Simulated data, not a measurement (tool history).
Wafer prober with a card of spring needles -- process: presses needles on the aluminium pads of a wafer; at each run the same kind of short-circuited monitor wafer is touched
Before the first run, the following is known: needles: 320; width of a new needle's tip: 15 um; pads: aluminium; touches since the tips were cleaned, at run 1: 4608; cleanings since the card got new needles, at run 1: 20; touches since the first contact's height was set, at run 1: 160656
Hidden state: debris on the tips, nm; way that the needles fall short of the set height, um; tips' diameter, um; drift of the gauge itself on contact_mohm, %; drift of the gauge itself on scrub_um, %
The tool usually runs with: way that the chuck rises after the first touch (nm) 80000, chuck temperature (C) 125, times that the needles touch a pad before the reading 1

| run | hour | way that the chuck rises after the first touch (nm) | chuck temperature (C) | times that the needles touch a pad before the reading | touches since the tips were cleaned | cleanings since the card got new needles | touches since the first contact's height was set | resistance of one needle with its contact and lead (mohm) | way that a needle slides on the pad (nm) |
|---|---|---|---|---|---|---|---|---|---|
| 1 | 0.0 | 80000 | 125 | 1 | 4608 | 20 | 160656 | 293 | 14050 |
|  | 9.6 | tips cleaned on abrasive film |
| 2 | 18.1 | 80000 | 125 | 1 | 2048 | 21 | 164988 | 276 | 13960 |
| 3 | 26.5 | 80000 | 125 | 1 | 4079 | 21 | 167019 | 285 | 14040 |
|  | 38.0 | tips cleaned on abrasive film |
| 4 | 44.6 | 80000 | 125 | 1 | 1579 | 22 | 171336 | 268 | 14070 |
| 5 | 54.3 | 80000 | 125 | 1 | 3923 | 22 | 173680 | 285 | 14140 |
| 6 | 62.7 | 80000 | 125 | 1 | 5954 | 22 | 175711 | 297 | 14000 |
|  | 66.4 | tips cleaned on abrasive film |
| 7 | 73.3 | 80000 | 125 | 1 | 1658 | 23 | 178242 | 271 | 14040 |
| 8 | 83.3 | 80000 | 125 | 1 | 4053 | 23 | 180637 | 293 | 14100 |
| 9 | 94.3 | 80000 | 125 | 1 | 6718 | 23 | 183302 | 296 | 14130 |
|  | 95.2 | tips cleaned on abrasive film |
| 10 | 111.2 | 80000 | 125 | 1 | 3844 | 24 | 187332 | 288 | 13940 |
| 11 | 119.6 | 80000 | 125 | 1 | 5872 | 24 | 189360 | 290 | 13950 |
|  | 123.8 | tips cleaned on abrasive film |
| 12 | 134.0 | 80000 | 125 | 1 | 2456 | 25 | 192812 | 280 | 13860 |
|  | 152.1 | tips cleaned on abrasive film |
| 13 | 152.3 | 80000 | 125 | 1 | 65 | 26 | 197194 | 251 | 14160 |
| 14 | 163.4 | 80000 | 125 | 1 | 2717 | 26 | 199846 | 279 | 14090 |
|  | 174.7 | height of the first contact set anew |
| 15 | 178.6 | 80000 | 125 | 3 | 6323 | 26 | 942 | 266 | 14040 |
|  | 181.3 | tips cleaned on abrasive film |
| 16 | 188.1 | 67000 | 125 | 2 | 1640 | 27 | 3190 | 265 | 11620 |
| 17 | 197.2 | 67000 | 125 | 2 | 3844 | 27 | 5394 | 283 | 11720 |
| 18 | 207.0 | 67000 | 125 | 2 | 6207 | 27 | 7757 | 287 | 11470 |
|  | 210.1 | tips cleaned on abrasive film |
| 19 | 215.0 | 67000 | 125 | 2 | 1191 | 28 | 9662 | 270 | 11550 |
|  | 216.9 | height of the first contact set anew, once more |
| 20 | 228.9 | 67000 | 125 | 2 | 4455 | 28 | 2891 | 279 | 12240 |
|  | 238.6 | tips cleaned on abrasive film |
| 21 | 246.2 | 63000 | 83 | 3 | 1818 | 29 | 7030 | 255 | 11420 |
| 22 | 262.6 | 97000 | 50 | 2 | 5779 | 29 | 10991 | 251 | 17840 |
|  | 267.8 | tips cleaned on abrasive film |
| 23 | 279.9 | 97000 | 35 | 2 | 2920 | 30 | 15120 | 238 | 17530 |
| 24 | 289.0 | 97000 | 35 | 3 | 5111 | 30 | 17311 | 238 | 17500 |
|  | 296.6 | tips cleaned on abrasive film |
| 25 | 299.4 | 97000 | 35 | 3 | 668 | 31 | 19799 | 229 | 17540 |
| 26 | 316.3 | 97000 | 35 | 3 | 4728 | 31 | 23859 | 240 | 17580 |
|  | 325.5 | tips cleaned on abrasive film |
| 27 | 328.0 | 80000 | 31 | 1 | 620 | 32 | 26669 | 237 | 14480 |
| 28 | 341.1 | 80000 | 59 | 1 | 3767 | 32 | 29816 | 271 | 14470 |

Hidden state at the last listed run before each entry between runs and at the first one after, where it differs:
Between runs 1 and 2: tips cleaned on abrasive film (hour 9.6)
  debris on the tips, nm: 96.1 -> 57; way that the needles fall short of the set height, um: 2.43 -> 2.53; tips' diameter, um: 15.85 -> 15.89
  measured less the result without the state, resistance of one needle with its contact and lead (mohm): +41 -> +24; way that a needle slides on the pad (nm): -440 -> -460
Between runs 3 and 4: tips cleaned on abrasive film (hour 38.0)
  debris on the tips, nm: 88.4 -> 45.1; way that the needles fall short of the set height, um: 2.53 -> 2.67; tips' diameter, um: 15.89 -> 15.93
  measured less the result without the state, resistance of one needle with its contact and lead (mohm): +37 -> +19; way that a needle slides on the pad (nm): -460 -> -480
Between runs 6 and 7: tips cleaned on abrasive film (hour 66.4)
  debris on the tips, nm: 109.3 -> 48.7; way that the needles fall short of the set height, um: 2.67 -> 2.78; tips' diameter, um: 15.93 -> 15.97
  measured less the result without the state, resistance of one needle with its contact and lead (mohm): +47 -> +21; way that a needle slides on the pad (nm): -490 -> -510
Between runs 9 and 10: tips cleaned on abrasive film (hour 95.2)
  debris on the tips, nm: 116.9 -> 84.9; way that the needles fall short of the set height, um: 2.78 -> 2.88; tips' diameter, um: 15.97 -> 16.01
  measured less the result without the state, resistance of one needle with its contact and lead (mohm): +49 -> +36; way that a needle slides on the pad (nm): -510 -> -530
Between runs 11 and 12: tips cleaned on abrasive film (hour 123.8)
  debris on the tips, nm: 107.8 -> 65.5; way that the needles fall short of the set height, um: 2.88 -> 3.02; tips' diameter, um: 16.01 -> 16.06
  measured less the result without the state, resistance of one needle with its contact and lead (mohm): +45 -> +28; way that a needle slides on the pad (nm): -530 -> -550
Between runs 12 and 13: tips cleaned on abrasive film (hour 152.1)
  debris on the tips, nm: 65.5 -> 9; way that the needles fall short of the set height, um: 3.02 -> 3.11; tips' diameter, um: 16.06 -> 16.09
  measured less the result without the state, resistance of one needle with its contact and lead (mohm): +28 -> +4; way that a needle slides on the pad (nm): -550 -> -570
Between runs 14 and 15: height of the first contact set anew (hour 174.7)
  debris on the tips, nm: 67.5 -> 112.1; way that the needles fall short of the set height, um: 3.11 -> 3.43
  measured less the result without the state, resistance of one needle with its contact and lead (mohm): +28 -> +17; way that a needle slides on the pad (nm): -570 -> -640
Between runs 15 and 16: tips cleaned on abrasive film (hour 181.3)
  debris on the tips, nm: 112.1 -> 49.3; way that the needles fall short of the set height, um: 3.43 -> 3.58; tips' diameter, um: 16.09 -> 16.14
  measured less the result without the state, resistance of one needle with its contact and lead (mohm): +17 -> +18; way that a needle slides on the pad (nm): -640 -> -660
Between runs 18 and 19: tips cleaned on abrasive film (hour 210.1)
  debris on the tips, nm: 112.1 -> 41.3; way that the needles fall short of the set height, um: 3.58 -> 3.7; tips' diameter, um: 16.14 -> 16.18
  measured less the result without the state, resistance of one needle with its contact and lead (mohm): +39 -> +16; way that a needle slides on the pad (nm): -640 -> -670
Between runs 19 and 20: height of the first contact set anew, once more (hour 216.9)
  debris on the tips, nm: 41.3 -> 92.3; way that the needles fall short of the set height, um: 3.7 -> 0
  measured less the result without the state, resistance of one needle with its contact and lead (mohm): +16 -> +29; way that a needle slides on the pad (nm): -670 -> +0
Between runs 20 and 21: tips cleaned on abrasive film (hour 238.6)
  debris on the tips, nm: 92.3 -> 50.1; way that the needles fall short of the set height, um: 0 -> 0.09; tips' diameter, um: 16.18 -> 16.22
  measured less the result without the state, resistance of one needle with its contact and lead (mohm): +29 -> +12; way that a needle slides on the pad (nm): +0 -> -20
Between runs 22 and 23: tips cleaned on abrasive film (hour 267.8)
  debris on the tips, nm: 107.9 -> 70.3; way that the needles fall short of the set height, um: 0.09 -> 0.23; tips' diameter, um: 16.22 -> 16.26
  measured less the result without the state, resistance of one needle with its contact and lead (mohm): +23 -> +14; way that a needle slides on the pad (nm): -10 -> -40
Between runs 24 and 25: tips cleaned on abrasive film (hour 296.6)
  debris on the tips, nm: 98.4 -> 27.7; way that the needles fall short of the set height, um: 0.23 -> 0.36; tips' diameter, um: 16.26 -> 16.31
  measured less the result without the state, resistance of one needle with its contact and lead (mohm): +12 -> +3; way that a needle slides on the pad (nm): -40 -> -70
Between runs 26 and 27: tips cleaned on abrasive film (hour 325.5)
  debris on the tips, nm: 96.3 -> 23.7; way that the needles fall short of the set height, um: 0.36 -> 0.5; tips' diameter, um: 16.31 -> 16.36
  measured less the result without the state, resistance of one needle with its contact and lead (mohm): +12 -> +11; way that a needle slides on the pad (nm): -70 -> -90

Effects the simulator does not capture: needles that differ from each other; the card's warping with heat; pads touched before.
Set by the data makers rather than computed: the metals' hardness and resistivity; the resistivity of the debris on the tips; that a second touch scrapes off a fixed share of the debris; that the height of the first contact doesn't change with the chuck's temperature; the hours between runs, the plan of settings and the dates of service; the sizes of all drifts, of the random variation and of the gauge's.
